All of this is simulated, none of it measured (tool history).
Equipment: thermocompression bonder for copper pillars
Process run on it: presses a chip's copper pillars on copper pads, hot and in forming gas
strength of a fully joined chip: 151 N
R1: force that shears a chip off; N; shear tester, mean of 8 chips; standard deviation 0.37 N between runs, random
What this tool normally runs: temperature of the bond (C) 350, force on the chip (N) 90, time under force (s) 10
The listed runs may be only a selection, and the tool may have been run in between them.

{"run": 1, "hour": 0.0, "temperature of the bond (C)": 350, "force on the chip (N)": 90, "time under force (s)": 10, "R1": 93.2}
{"run": 2, "hour": 37.1, "temperature of the bond (C)": 350, "force on the chip (N)": 90, "time under force (s)": 10, "R1": 92.1}
{"hour": 58.9, "done": "forming gas filter changed"}
{"run": 3, "hour": 78.1, "temperature of the bond (C)": 350, "force on the chip (N)": 90, "time under force (s)": 15, "R1": 107.5}
{"run": 4, "hour": 110.9, "temperature of the bond (C)": 337, "force on the chip (N)": 90, "time under force (s)": 10, "R1": 85.1}
{"run": 5, "hour": 154.6, "temperature of the bond (C)": 337, "force on the chip (N)": 90, "time under force (s)": 10, "R1": 83.9}
{"run": 6, "hour": 178.8, "temperature of the bond (C)": 337, "force on the chip (N)": 90, "time under force (s)": 10, "R1": 83.4}
{"run": 7, "hour": 225.7, "temperature of the bond (C)": 337, "force on the chip (N)": 90, "time under force (s)": 10, "R1": 82.4}
{"run": 8, "hour": 250.2, "temperature of the bond (C)": 337, "force on the chip (N)": 90, "time under force (s)": 10, "R1": 81.3}
{"hour": 254.8, "done": "forming gas filter changed"}
{"run": 9, "hour": 277.1, "temperature of the bond (C)": 335, "force on the chip (N)": 90, "time under force (s)": 25, "R1": 108.4}
{"run": 10, "hour": 312.1, "temperature of the bond (C)": 335, "force on the chip (N)": 90, "time under force (s)": 25, "R1": 107.7}
{"hour": 331.3, "done": "heater calibrated with a thermocouple chip"}
{"run": 11, "hour": 346.4, "temperature of the bond (C)": 335, "force on the chip (N)": 90, "time under force (s)": 25, "R1": 100.8}
{"run": 12, "hour": 397.7, "temperature of the bond (C)": 335, "force on the chip (N)": 90, "time under force (s)": 25, "R1": 99.9}
{"run": 13, "hour": 446.5, "temperature of the bond (C)": 350, "force on the chip (N)": 108, "time under force (s)": 10, "R1": 99.4}
{"hour": 450.5, "done": "forming gas filter changed"}
{"run": 14, "hour": 494.6, "temperature of the bond (C)": 368, "force on the chip (N)": 126, "time under force (s)": 22, "R1": 140}
{"run": 15, "hour": 524.4, "temperature of the bond (C)": 368, "force on the chip (N)": 126, "time under force (s)": 22, "R1": 139}
{"run": 16, "hour": 567.3, "temperature of the bond (C)": 357, "force on the chip (N)": 75, "time under force (s)": 17, "R1": 97.7}

Below are 3 alternative next runs, each starting from the tool's condition after run 16. Predict each:
{"run": "A", "hour": 608.5, "temperature of the bond (C)": 330, "force on the chip (N)": 87, "time under force (s)": 17, "R1": "?"}
{"run": "B", "hour": 608.5, "temperature of the bond (C)": 350, "force on the chip (N)": 72, "time under force (s)": 10, "R1": "?"}
{"run": "C", "hour": 608.5, "temperature of the bond (C)": 333, "force on the chip (N)": 90, "time under force (s)": 19, "R1": "?"}

run=A R1=82.2
run=B R1=73.5
run=C R1=89.9
With the hidden condition removed and each run's random variation left untouched, the same runs would have given:
run=A R1=86.6
run=B R1=77.5
run=C R1=94.6

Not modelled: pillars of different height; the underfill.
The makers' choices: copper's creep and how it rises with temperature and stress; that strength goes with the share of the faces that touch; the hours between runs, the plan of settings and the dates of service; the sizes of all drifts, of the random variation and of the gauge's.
